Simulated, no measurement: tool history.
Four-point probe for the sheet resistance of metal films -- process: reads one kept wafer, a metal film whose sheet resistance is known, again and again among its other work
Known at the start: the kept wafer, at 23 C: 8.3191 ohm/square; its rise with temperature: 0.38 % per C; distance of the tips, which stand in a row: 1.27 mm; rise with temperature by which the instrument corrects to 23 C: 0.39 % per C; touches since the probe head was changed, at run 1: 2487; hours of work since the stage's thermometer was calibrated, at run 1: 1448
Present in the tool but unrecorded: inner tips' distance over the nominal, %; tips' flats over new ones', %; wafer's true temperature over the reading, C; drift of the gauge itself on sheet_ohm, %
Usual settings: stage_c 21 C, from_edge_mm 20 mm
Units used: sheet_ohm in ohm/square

run	day	stage_c	from_edge_mm	touches since the probe head was changed	hours of work since the stage's thermometer was calibrated	sheet_ohm
1	0	21	20	2487	1448	8.362379
2	0.462	21	20	2844	1453	8.363943
3	0.767	22	20	3082	1456	8.363407
4	1.242	33	20	3449	1462	8.3563
5	1.546	30	20	3683	1465	8.357162
# day 1.596: stage's thermometer calibrated
6	1.9	30	20	3941	3	8.358329
7	2.325	30	20	4271	8	8.362278
8	2.95	21	20	4756	15	8.365951
9	3.588	24	13	5248	22	8.390913
10	4.088	24	13	5637	28	8.390703
11	4.525	24	28	5975	33	8.359205
# day 4.833: stage's thermometer calibrated, once more
12	5.021	32	58	6341	2	8.335201
13	5.404	25	20	6640	6	8.355287
14	5.879	32	61	7006	12	8.336879
15	6.442	21	17	7440	18	8.364682
16	6.846	21	68	7755	22	8.344281

Each row is a separate what-if for the run after 16, all from the same tool condition, not one after another. Results?
A	7.296	22	45	8104	27	?
B	7.296	33	4	8104	27	?
C	7.296	21	3	8104	27	?
D	7.296	19	20	8104	27	?
E	7.296	21	20	8104	27	?

run	sheet_ohm
A	8.344017
B	8.758404
C	9.072037
D	8.363708
E	8.361418
Had the tool no hidden state, the same runs would have come out as:
run	sheet_ohm
A	8.322522
B	8.735925
C	9.048841
D	8.342168
E	8.339882
